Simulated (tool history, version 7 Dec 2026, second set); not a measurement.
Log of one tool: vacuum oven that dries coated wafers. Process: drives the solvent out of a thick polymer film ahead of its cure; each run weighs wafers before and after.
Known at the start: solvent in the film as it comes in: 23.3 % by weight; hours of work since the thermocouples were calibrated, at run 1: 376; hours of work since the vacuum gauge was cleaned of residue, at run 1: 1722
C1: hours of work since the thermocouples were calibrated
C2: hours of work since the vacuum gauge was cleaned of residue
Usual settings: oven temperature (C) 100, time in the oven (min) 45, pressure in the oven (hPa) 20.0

run 1 hour=0.0 | oven_temperature_(C)=100 time_in_the_oven_(min)=45 pressure_in_the_oven_(hPa)=20.0 | C1=376 C2=1722 | solvent_left_in_the_film_(%)=1.82
run 2 hour=65.0 | oven_temperature_(C)=100 time_in_the_oven_(min)=45 pressure_in_the_oven_(hPa)=20.0 | C1=418 C2=1764 | solvent_left_in_the_film_(%)=1.78
run 3 hour=140.8 | oven_temperature_(C)=100 time_in_the_oven_(min)=45 pressure_in_the_oven_(hPa)=20.0 | C1=467 C2=1813 | solvent_left_in_the_film_(%)=1.81
run 4 hour=216.2 | oven_temperature_(C)=100 time_in_the_oven_(min)=45 pressure_in_the_oven_(hPa)=20.0 | C1=515 C2=1861 | solvent_left_in_the_film_(%)=1.77
run 5 hour=272.6 | oven_temperature_(C)=100 time_in_the_oven_(min)=43 pressure_in_the_oven_(hPa)=20.0 | C1=552 C2=1898 | solvent_left_in_the_film_(%)=1.89
run 6 hour=320.2 | oven_temperature_(C)=100 time_in_the_oven_(min)=23 pressure_in_the_oven_(hPa)=20.0 | C1=582 C2=1928 | solvent_left_in_the_film_(%)=4.28
run 7 hour=380.8 | oven_temperature_(C)=87 time_in_the_oven_(min)=47 pressure_in_the_oven_(hPa)=23.2 | C1=621 C2=1967 | solvent_left_in_the_film_(%)=4.67
run 8 hour=435.9 | oven_temperature_(C)=87 time_in_the_oven_(min)=47 pressure_in_the_oven_(hPa)=23.2 | C1=657 C2=2003 | solvent_left_in_the_film_(%)=4.65
run 9 hour=495.3 | oven_temperature_(C)=104 time_in_the_oven_(min)=47 pressure_in_the_oven_(hPa)=68.8 | C1=695 C2=2041 | solvent_left_in_the_film_(%)=3.82
run 10 hour=536.5 | oven_temperature_(C)=104 time_in_the_oven_(min)=47 pressure_in_the_oven_(hPa)=68.8 | C1=722 C2=2068 | solvent_left_in_the_film_(%)=3.83

3 ways to go on from here, each from the tool as it stands after run 10. What would each give?
run A hour=579.8 | oven_temperature_(C)=104 time_in_the_oven_(min)=47 pressure_in_the_oven_(hPa)=20.1 | C1=750 C2=2096 | solvent_left_in_the_film_(%)=?
run B hour=579.8 | oven_temperature_(C)=113 time_in_the_oven_(min)=47 pressure_in_the_oven_(hPa)=12.8 | C1=750 C2=2096 | solvent_left_in_the_film_(%)=?
run C hour=579.8 | oven_temperature_(C)=102 time_in_the_oven_(min)=47 pressure_in_the_oven_(hPa)=30.5 | C1=750 C2=2096 | solvent_left_in_the_film_(%)=?

run=A solvent_left_in_the_film_(%)=1.32
run=B solvent_left_in_the_film_(%)=0.52
run=C solvent_left_in_the_film_(%)=2.08
Without the tool's hidden state the same runs would have given:
run=A solvent_left_in_the_film_(%)=1.31
run=B solvent_left_in_the_film_(%)=0.52
run=C solvent_left_in_the_film_(%)=2.08
